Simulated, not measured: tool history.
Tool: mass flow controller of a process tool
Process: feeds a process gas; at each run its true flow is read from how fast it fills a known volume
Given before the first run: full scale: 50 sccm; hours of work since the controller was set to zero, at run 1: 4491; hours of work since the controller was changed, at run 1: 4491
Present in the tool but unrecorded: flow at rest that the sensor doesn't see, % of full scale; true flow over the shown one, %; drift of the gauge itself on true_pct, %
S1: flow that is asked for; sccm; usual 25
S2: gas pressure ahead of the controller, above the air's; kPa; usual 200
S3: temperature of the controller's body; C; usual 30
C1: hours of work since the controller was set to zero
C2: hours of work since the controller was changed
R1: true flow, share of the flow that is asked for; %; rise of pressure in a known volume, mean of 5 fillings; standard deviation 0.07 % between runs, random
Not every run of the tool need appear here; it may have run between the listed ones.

run,hour,S1,S2,S3,C1,C2,R1
1,0.0,25,200,30,4491,4491,101.89
2,419.0,25,200,30,4687,4687,101.92
3,841.1,25,200,30,4885,4885,102.02
4,1127.4,25,200,30,5019,5019,102.14
5,1377.5,25,200,30,5137,5137,102.28
6,1775.2,25,200,30,5323,5323,102.58
7,2020.0,25,200,30,5438,5438,102.52
8,2362.0,25,186,30,5599,5599,102.47
9,2717.1,25,186,30,5765,5765,102.59
10,2917.4,25,186,30,5859,5859,102.71
11,3285.3,25,186,30,6032,6032,102.87
12,3510.4,25,260,30,6137,6137,103.31
# hour 3663.9: controller's zero set anew
13,3938.3,25,200,30,129,6338,101.44
14,4180.3,25,200,37,242,6451,101.07
15,4410.8,25,200,30,350,6559,101.64
16,4663.8,25,200,30,469,6678,101.65
17,5049.7,25,237,30,650,6859,102.07
18,5403.5,25,237,30,816,7025,102.14
19,5696.8,25,237,30,953,7162,102.14
20,6003.8,25,237,30,1097,7306,102.30
# hour 6376.1: controller exchanged for a calibrated one
21,6403.0,25,142,30,13,13,98.45
22,6714.0,15,237,20,158,158,99.28
23,7064.2,15,237,20,323,323,99.39
24,7420.7,12,189,24,490,490,99.05
25,7678.6,26,189,24,611,611,99.59
26,8034.0,48,158,22,778,778,100.22
27,8253.8,48,182,22,881,881,100.36
28,8675.5,25,200,25,1078,1078,99.81
29,8905.2,13,224,39,1186,1186,99.10
30,9145.0,7,254,29,1299,1299,100.25
31,9479.6,26,195,35,1456,1456,99.27
32,9680.0,16,269,38,1550,1550,99.63
33,9875.5,31,148,30,1641,1641,99.63
34,10087.8,17,148,25,1741,1741,99.91
35,10406.1,16,148,25,1890,1890,99.93
36,10723.6,15,165,35,2039,2039,99.46
37,11101.9,25,221,38,2216,2216,99.93
38,11411.4,25,221,38,2362,2362,99.80
39,11593.0,25,221,38,2447,2447,99.90
40,11880.0,25,200,31,2581,2581,100.38
41,12166.3,25,200,31,2716,2716,100.31

5 ways to go on from here, each from the tool as it stands after run 41. What would each give?
A,12438.7,25,200,26,2843,2843,?
B,12438.7,25,234,30,2843,2843,?
C,12438.7,25,212,23,2843,2843,?
D,12438.7,30,171,30,2843,2843,?
E,12438.7,7,220,23,2843,2843,?

run,R1
A,100.86
B,100.72
C,101.02
D,100.41
E,102.30
Without the tool's unlogged condition, the same runs would have read:
run,R1
A,99.09
B,98.95
C,99.25
D,98.76
E,98.62
